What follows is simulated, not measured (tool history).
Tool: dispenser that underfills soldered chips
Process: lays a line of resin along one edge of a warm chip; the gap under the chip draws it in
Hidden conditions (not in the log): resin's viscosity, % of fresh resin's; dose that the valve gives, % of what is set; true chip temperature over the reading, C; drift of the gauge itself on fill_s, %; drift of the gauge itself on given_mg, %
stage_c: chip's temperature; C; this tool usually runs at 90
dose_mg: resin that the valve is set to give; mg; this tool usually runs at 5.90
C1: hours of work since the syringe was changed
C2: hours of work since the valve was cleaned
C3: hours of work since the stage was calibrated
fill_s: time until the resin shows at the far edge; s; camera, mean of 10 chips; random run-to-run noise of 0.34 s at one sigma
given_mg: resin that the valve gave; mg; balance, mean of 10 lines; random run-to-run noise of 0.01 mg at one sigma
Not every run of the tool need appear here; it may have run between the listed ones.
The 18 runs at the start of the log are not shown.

run 19 day=9.338 | stage_c=84 dose_mg=5.17 | C1=12 C2=53 C3=350 | fill_s=58.6 given_mg=5.08
-- day=9.383 new syringe of resin
-- day=9.546 dispensing valve cleaned and set on the balance
run 20 day=9.929 | stage_c=82 dose_mg=6.43 | C1=8 C2=6 C3=358 | fill_s=46.9 given_mg=6.42
-- day=10.175 new syringe of resin
run 21 day=10.496 | stage_c=98 dose_mg=5.00 | C1=5 C2=15 C3=367 | fill_s=20.1 given_mg=4.96
run 22 day=10.804 | stage_c=98 dose_mg=5.00 | C1=10 C2=20 C3=372 | fill_s=30.1 given_mg=4.96
-- day=10.950 new syringe of resin
run 23 day=11.092 | stage_c=98 dose_mg=6.57 | C1=2 C2=25 C3=377 | fill_s=15.5 given_mg=6.51
run 24 day=11.533 | stage_c=94 dose_mg=5.44 | C1=9 C2=32 C3=384 | fill_s=31.4 given_mg=5.36
-- day=11.725 new syringe of resin
run 25 day=12.121 | stage_c=94 dose_mg=7.14 | C1=6 C2=41 C3=393 | fill_s=25.0 given_mg=7.04
-- day=12.471 new syringe of resin
run 26 day=12.479 | stage_c=85 dose_mg=5.90 | C1=0 C2=47 C3=399 | fill_s=22.0 given_mg=5.79
run 27 day=12.858 | stage_c=101 dose_mg=6.10 | C1=6 C2=53 C3=405 | fill_s=19.3 given_mg=5.97
-- day=13.092 dispensing valve cleaned and set on the balance
-- day=13.312 new syringe of resin
run 28 day=13.517 | stage_c=92 dose_mg=7.52 | C1=3 C2=7 C3=415 | fill_s=21.0 given_mg=7.48
-- day=14.104 new syringe of resin
run 29 day=14.112 | stage_c=93 dose_mg=5.62 | C1=0 C2=16 C3=424 | fill_s=17.5 given_mg=5.58
run 30 day=14.446 | stage_c=82 dose_mg=7.29 | C1=6 C2=22 C3=430 | fill_s=38.5 given_mg=7.19
-- day=14.879 new syringe of resin
run 31 day=15.042 | stage_c=105 dose_mg=6.83 | C1=3 C2=31 C3=439 | fill_s=12.6 given_mg=6.72
run 32 day=15.433 | stage_c=105 dose_mg=6.83 | C1=9 C2=37 C3=446 | fill_s=19.9 given_mg=6.68
-- day=15.658 new syringe of resin
run 33 day=16.029 | stage_c=93 dose_mg=5.87 | C1=6 C2=47 C3=455 | fill_s=25.4 given_mg=5.75
-- day=16.408 new syringe of resin
run 34 day=16.475 | stage_c=88 dose_mg=5.53 | C1=1 C2=54 C3=462 | fill_s=22.0 given_mg=5.39

Predict each of these 5 candidate next runs independently; none follows another, all start after run 34:
-- day=16.650 dispensing valve cleaned and set on the balance
run A day=16.896 | stage_c=77 dose_mg=7.68 | C1=7 C2=4 C3=468 | fill_s=? given_mg=?
-- day=16.650 dispensing valve cleaned and set on the balance
run B day=16.896 | stage_c=105 dose_mg=7.19 | C1=7 C2=4 C3=468 | fill_s=? given_mg=?
-- day=16.650 dispensing valve cleaned and set on the balance
run C day=16.896 | stage_c=104 dose_mg=5.90 | C1=7 C2=4 C3=468 | fill_s=? given_mg=?
-- day=16.650 dispensing valve cleaned and set on the balance
run D day=16.896 | stage_c=100 dose_mg=5.08 | C1=7 C2=4 C3=468 | fill_s=? given_mg=?
-- day=16.650 dispensing valve cleaned and set on the balance
run E day=16.896 | stage_c=86 dose_mg=5.02 | C1=7 C2=4 C3=468 | fill_s=? given_mg=?

run=A fill_s=53.1 given_mg=7.67
run=B fill_s=17.9 given_mg=7.18
run=C fill_s=19.4 given_mg=5.89
run=D fill_s=22.9 given_mg=5.07
run=E fill_s=38.9 given_mg=5.00
Had the tool no hidden state, the same runs would have come out as:
run=A fill_s=26.5 given_mg=7.68
run=B fill_s=9.2 given_mg=7.19
run=C fill_s=10.0 given_mg=5.90
run=D fill_s=11.6 given_mg=5.08
run=E fill_s=19.7 given_mg=5.01
